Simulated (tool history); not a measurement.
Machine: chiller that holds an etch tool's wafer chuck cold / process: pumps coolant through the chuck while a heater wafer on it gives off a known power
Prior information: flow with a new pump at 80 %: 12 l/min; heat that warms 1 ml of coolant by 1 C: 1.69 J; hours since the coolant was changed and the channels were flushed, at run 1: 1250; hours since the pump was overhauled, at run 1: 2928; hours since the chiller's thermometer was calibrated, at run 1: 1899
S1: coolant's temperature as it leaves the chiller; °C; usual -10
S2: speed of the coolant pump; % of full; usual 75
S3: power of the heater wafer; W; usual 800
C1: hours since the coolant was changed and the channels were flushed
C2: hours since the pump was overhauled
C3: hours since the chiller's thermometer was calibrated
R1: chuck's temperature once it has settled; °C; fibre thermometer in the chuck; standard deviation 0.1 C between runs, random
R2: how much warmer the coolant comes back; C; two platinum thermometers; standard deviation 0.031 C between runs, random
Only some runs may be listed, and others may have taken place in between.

Run 1, hour 0.0: usual settings; C1 1250; C2 2928; C3 1899. Result: R1 -3.0 °C, R2 2.70 C.
Run 2, hour 42.4: usual settings; C1 1292; C2 2971; C3 1942. Result: R1 -2.8 °C, R2 2.70 C.
Run 3, hour 112.5: usual settings; C1 1362; C2 3041; C3 2012. Result: R1 -2.9 °C, R2 2.67 C.
Run 4, hour 164.0: usual settings; C1 1414; C2 3092; C3 2063. Result: R1 -2.9 °C, R2 2.70 C.
Run 5, hour 242.4: usual settings; C1 1492; C2 3171; C3 2142. Result: R1 -2.8 °C, R2 2.71 C.
Run 6, hour 297.7: usual settings but S2 100 % of full; C1 1548; C2 3226; C3 2197. Result: R1 -4.1 °C, R2 1.96 C.
Run 7, hour 350.0: usual settings but S2 70 % of full; C1 1600; C2 3278; C3 2249. Result: R1 -2.5 °C, R2 2.88 C.
Run 8, hour 386.3: usual settings but S2 70 % of full; C1 1636; C2 3315; C3 2286. Result: R1 -2.5 °C, R2 2.85 C.
Run 9, hour 428.3: usual settings but S2 70 % of full; C1 1678; C2 3357; C3 2328. Result: R1 -2.5 °C, R2 2.85 C.
Run 10, hour 483.1: usual settings but S1 -5 °C, S3 1059 W; C1 1733; C2 3411; C3 2382. Result: R1 4.3 °C, R2 3.53 C.
Run 11, hour 556.7: usual settings but S1 -5 °C, S3 996 W; C1 1807; C2 3485; C3 2456. Result: R1 4.1 °C, R2 3.29 C.
Run 12, hour 641.2: usual settings but S1 -18 °C, S2 99 % of full, S3 1086 W; C1 1891; C2 3570; C3 2541. Result: R1 -9.9 °C, R2 2.74 C.
Run 13, hour 696.4: usual settings but S1 -5 °C, S2 85 % of full, S3 840 W; C1 1946; C2 3625; C3 2596. Result: R1 1.9 °C, R2 2.44 C.
Run 14, hour 732.4: usual settings but S1 -5 °C, S2 65 % of full, S3 840 W; C1 1982; C2 3661; C3 2632. Result: R1 3.5 °C, R2 3.28 C.

Estimate the outcome of run 15 from the log above:
Run 15, hour 811.1: usual settings but S1 -5 °C, S2 82 % of full, S3 840 W; C1 2061; C2 3739; C3 2710. Result: R1 ?, R2 ?.

Run 15 produced R1 2.2 °C, R2 2.52 C.
On a tool with no hidden condition, and with the same random variation, this run would have come out at R1 1.5 °C, R2 2.37 C.

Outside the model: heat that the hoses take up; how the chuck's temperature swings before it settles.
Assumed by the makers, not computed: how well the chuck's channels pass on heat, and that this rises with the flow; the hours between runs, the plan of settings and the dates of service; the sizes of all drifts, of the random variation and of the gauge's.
